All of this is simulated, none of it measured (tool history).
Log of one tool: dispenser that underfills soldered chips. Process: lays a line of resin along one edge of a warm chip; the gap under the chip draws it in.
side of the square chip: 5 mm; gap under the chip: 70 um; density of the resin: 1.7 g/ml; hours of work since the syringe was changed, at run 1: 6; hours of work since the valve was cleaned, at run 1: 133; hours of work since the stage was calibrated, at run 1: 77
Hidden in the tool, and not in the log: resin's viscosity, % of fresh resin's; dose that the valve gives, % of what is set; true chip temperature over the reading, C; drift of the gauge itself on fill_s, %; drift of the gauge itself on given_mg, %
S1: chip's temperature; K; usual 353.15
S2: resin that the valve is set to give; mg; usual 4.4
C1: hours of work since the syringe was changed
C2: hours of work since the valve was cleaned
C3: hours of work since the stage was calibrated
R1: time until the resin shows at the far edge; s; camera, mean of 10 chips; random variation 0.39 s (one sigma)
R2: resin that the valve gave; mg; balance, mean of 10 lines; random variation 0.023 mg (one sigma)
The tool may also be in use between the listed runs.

| run | day | S1 | S2 | C1 | C2 | C3 | R1 | R2 |
|---|---|---|---|---|---|---|---|---|
| 1 | 0 | 353.15 | 4.4 | 6 | 133 | 77 | 37.8 | 3.94 |
|  | 0.162 | dispensing valve cleaned and set on the balance |
| 2 | 0.175 | 353.15 | 4.4 | 8 | 0 | 79 | 42.2 | 4.4 |
|  | 0.2 | new syringe of resin |
| 3 | 0.412 | 353.15 | 5.26 | 3 | 4 | 82 | 29.6 | 5.26 |
| 4 | 0.608 | 353.15 | 5.26 | 6 | 6 | 85 | 36.7 | 5.22 |
|  | 0.767 | new syringe of resin |
| 5 | 0.829 | 353.15 | 4.4 | 1 | 9 | 88 | 26.6 | 4.37 |
| 6 | 1.008 | 353.15 | 4.4 | 4 | 12 | 91 | 31.7 | 4.36 |
| 7 | 1.221 | 361.15 | 5.2 | 7 | 15 | 94 | 29.4 | 5.19 |
|  | 1.338 | new syringe of resin |
| 8 | 1.412 | 354.15 | 4.58 | 1 | 18 | 97 | 25.3 | 4.51 |
| 9 | 1.625 | 341.15 | 5 | 4 | 21 | 100 | 48.6 | 4.93 |
| 10 | 1.792 | 349.15 | 5.29 | 7 | 23 | 102 | 44 | 5.19 |
|  | 1.908 | new syringe of resin |
| 11 | 1.971 | 353.15 | 5.63 | 1 | 26 | 105 | 26.1 | 5.51 |

The same runs without the tool's hidden state, with the same run-to-run variation:
| run | R1 | R2 |
|---|---|---|
| 1 | 24.7 | 4.38 |
| 2 | 24.4 | 4.4 |
| 3 | 24.1 | 5.28 |
| 4 | 24.7 | 5.25 |
| 5 | 25 | 4.41 |
| 6 | 24.8 | 4.4 |
| 7 | 18.6 | 5.26 |
| 8 | 23.7 | 4.58 |
| 9 | 36.7 | 5.02 |
| 10 | 28 | 5.3 |
| 11 | 24.7 | 5.63 |

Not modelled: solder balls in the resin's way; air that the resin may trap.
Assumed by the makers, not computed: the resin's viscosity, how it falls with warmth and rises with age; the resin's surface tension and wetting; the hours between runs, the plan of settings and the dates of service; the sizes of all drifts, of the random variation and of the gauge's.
